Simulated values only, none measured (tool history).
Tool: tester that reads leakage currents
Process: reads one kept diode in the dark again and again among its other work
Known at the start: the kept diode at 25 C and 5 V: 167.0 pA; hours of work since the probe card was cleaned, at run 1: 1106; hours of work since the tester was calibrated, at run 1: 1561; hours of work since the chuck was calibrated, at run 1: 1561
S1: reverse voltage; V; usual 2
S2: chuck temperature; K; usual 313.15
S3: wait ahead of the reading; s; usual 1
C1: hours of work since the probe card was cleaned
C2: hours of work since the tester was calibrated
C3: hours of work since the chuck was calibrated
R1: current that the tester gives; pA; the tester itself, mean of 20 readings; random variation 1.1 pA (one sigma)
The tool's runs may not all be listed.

Run 1, day 0: usual settings; C1 1106; C2 1561; C3 1561. Result: R1 353.98 pA.
Run 2, day 5.304: usual settings; C1 1169; C2 1624; C3 1624. Result: R1 353.35 pA.
Run 3, day 14.712: usual settings; C1 1281; C2 1736; C3 1736. Result: R1 355.85 pA.
Run 4, day 24.25: usual settings but S1 5.66 V; C1 1395; C2 1849; C3 1849. Result: R1 572.29 pA.
At day 33.6: probe card cleaned and baked.
Run 5, day 33.708: usual settings but S1 5.66 V; C1 1; C2 1960; C3 1960. Result: R1 571.65 pA.
Run 6, day 39.05: usual settings but S2 305.15 K; C1 65; C2 2023; C3 2023. Result: R1 192.38 pA.
Run 7, day 49.162: usual settings but S2 305.15 K; C1 185; C2 2144; C3 2144. Result: R1 193.02 pA.
Run 8, day 53.667: usual settings but S2 305.15 K; C1 239; C2 2197; C3 2197. Result: R1 191.79 pA.
Run 9, day 60.283: usual settings; C1 317; C2 2276; C3 2276. Result: R1 354.97 pA.
Run 10, day 66.467: usual settings; C1 391; C2 2349; C3 2349. Result: R1 355.25 pA.
Run 11, day 74.592: usual settings but S1 12.57 V; C1 487; C2 2446; C3 2446. Result: R1 829.42 pA.
At day 77.604: chuck's temperature calibrated.
Run 12, day 80.158: usual settings but S1 12.57 V; C1 553; C2 2511; C3 30. Result: R1 829.94 pA.
At day 85.883: tester calibrated.
Run 13, day 90.442: usual settings; C1 674; C2 54; C3 152. Result: R1 354.37 pA.
Run 14, day 97.008: usual settings; C1 752; C2 132; C3 230. Result: R1 355.27 pA.
Run 15, day 105.925: usual settings; C1 858; C2 238; C3 336. Result: R1 355.33 pA.
Run 16, day 115.354: usual settings; C1 970; C2 350; C3 448. Result: R1 353.39 pA.
Run 17, day 120.088: usual settings; C1 1026; C2 407; C3 504. Result: R1 352.89 pA.
Run 18, day 129.425: usual settings; C1 1137; C2 518; C3 615. Result: R1 357.75 pA.
Run 19, day 137.042: usual settings; C1 1228; C2 608; C3 706. Result: R1 352.66 pA.
Run 20, day 142.792: usual settings; C1 1296; C2 677; C3 774. Result: R1 352.81 pA.
Run 21, day 150.238: usual settings but S2 293.15 K, S3 4.73 s; C1 1385; C2 765; C3 863. Result: R1 72.42 pA.
Run 22, day 155.4: usual settings but S1 2.76 V; C1 1446; C2 827; C3 924. Result: R1 410.47 pA.
At day 160.254: probe card cleaned and baked.
Run 23, day 163.896: usual settings but S2 318.15 K, S3 7.14 s; C1 43; C2 926; C3 1023. Result: R1 508.38 pA.
Run 24, day 174.058: usual settings but S1 13.37 V, S2 320.15 K, S3 8.34 s; C1 164; C2 1047; C3 1144. Result: R1 1420.76 pA.
Run 25, day 181.092: usual settings but S1 13.37 V, S2 320.15 K, S3 8.34 s; C1 248; C2 1131; C3 1228. Result: R1 1418.66 pA.
Run 26, day 191.171: usual settings but S1 13.37 V, S2 320.15 K, S3 8.34 s; C1 368; C2 1250; C3 1348. Result: R1 1420.85 pA.
Run 27, day 202.008: usual settings but S1 13.37 V, S2 320.15 K, S3 7.32 s; C1 496; C2 1379; C3 1477. Result: R1 1416.33 pA.
Run 28, day 210.504: usual settings but S1 13.37 V, S2 320.15 K, S3 7.32 s; C1 597; C2 1480; C3 1578. Result: R1 1413.58 pA.
Run 29, day 219.55: usual settings but S1 13.37 V, S2 320.15 K, S3 7.32 s; C1 705; C2 1588; C3 1685. Result: R1 1422.62 pA.
Run 30, day 229.004: usual settings but S2 295.15 K; C1 817; C2 1700; C3 1798. Result: R1 85.97 pA.

The next listed run, before its measurement:
Run 31, day 235.1: usual settings but S1 18.91 V, S2 309.15 K; C1 890; C2 1773; C3 1870. Result: R1 ?.

R1: 748.31 pA
Without the tool's hidden state the same run would have given R1 747.51 pA.
